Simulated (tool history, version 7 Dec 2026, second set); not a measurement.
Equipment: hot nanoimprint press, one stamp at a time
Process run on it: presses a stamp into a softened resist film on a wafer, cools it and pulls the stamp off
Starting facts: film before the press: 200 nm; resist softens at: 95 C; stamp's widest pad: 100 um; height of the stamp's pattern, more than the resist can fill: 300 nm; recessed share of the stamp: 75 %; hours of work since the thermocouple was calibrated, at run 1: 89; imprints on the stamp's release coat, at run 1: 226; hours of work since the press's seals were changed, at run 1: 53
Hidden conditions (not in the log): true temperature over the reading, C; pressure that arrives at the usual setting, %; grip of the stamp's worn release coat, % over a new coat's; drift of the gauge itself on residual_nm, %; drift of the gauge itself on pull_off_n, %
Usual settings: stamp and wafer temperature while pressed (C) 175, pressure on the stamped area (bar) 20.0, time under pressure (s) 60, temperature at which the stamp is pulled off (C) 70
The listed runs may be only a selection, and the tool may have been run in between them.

run	hour	stamp and wafer temperature while pressed (C)	pressure on the stamped area (bar)	time under pressure (s)	temperature at which the stamp is pulled off (C)	hours of work since the thermocouple was calibrated	imprints on the stamp's release coat	hours of work since the press's seals were changed	resist left under the stamp's widest pad (Å)	greatest force while the stamp is pulled off (N)
1	0.0	175	20.0	60	70	89	226	53	995	132
2	3.9	175	20.0	60	70	91	236	55	999	132
3	9.0	175	20.0	60	70	94	248	58	990	137
4	13.2	175	20.0	60	70	96	257	60	999	134
5	18.8	175	20.0	60	70	99	271	63	1004	131
6	25.0	175	20.0	60	70	102	285	66	991	134
7	33.0	175	20.0	60	62	106	304	70	991	147
8	38.2	175	20.0	60	62	108	317	72	988	154
9	46.7	175	20.0	60	70	113	337	77	988	128
10	54.4	175	20.0	60	70	116	355	80	990	133
11	60.7	181	20.0	60	70	119	370	84	790	132
12	69.5	181	20.0	60	70	124	391	88	790	131
13	73.5	175	20.0	69	70	126	400	90	941	132
14	82.3	175	20.0	69	70	130	421	94	942	136
15	88.1	175	20.0	60	76	133	435	97	985	126
16	94.8	169	21.7	39	63	136	451	101	1311	152
17	101.2	169	19.3	93	63	140	466	104	1096	146
18	108.0	175	20.3	60	66	143	482	107	979	141
19	116.5	175	20.3	60	66	147	502	111	975	138
20	120.8	185	26.9	97	77	149	512	113	473	121
21	125.1	185	26.9	97	77	151	522	116	476	115
22	129.7	185	26.9	97	77	154	533	118	475	120
23	133.6	182	26.9	45	77	156	542	120	693	115
24	141.4	182	24.7	45	77	160	561	124	731	115
25	148.6	175	16.6	60	70	163	578	127	1081	133
26	155.0	175	16.6	60	70	166	593	130	1075	134
27	158.8	175	20.0	41	70	168	602	132	1091	129
28	165.4	172	22.0	60	77	171	618	136	1033	117
# hour 172.1: gauge calibrated
29	173.2	172	22.0	60	77	175	636	139	1060	114
30	179.1	172	22.0	60	77	178	650	142	1071	119

Here are 4 independent what-if runs from the current tool condition. What would each one return?
A	186.8	163	22.0	60	77	182	668	146	?	?
B	186.8	175	14.2	103	59	182	668	146	?	?
C	186.8	163	22.0	60	77	182	668	146	?	?
D	186.8	180	22.0	87	77	182	668	146	?	?

run	resist left under the stamp's widest pad (Å)	greatest force while the stamp is pulled off (N)
A	1447	121
B	1027	157
C	1454	116
D	687	114
With the hidden condition removed and each run's random variation left untouched, the same runs would have given:
run	resist left under the stamp's widest pad (Å)	greatest force while the stamp is pulled off (N)
A	1450	120
B	1028	157
C	1457	116
D	688	114
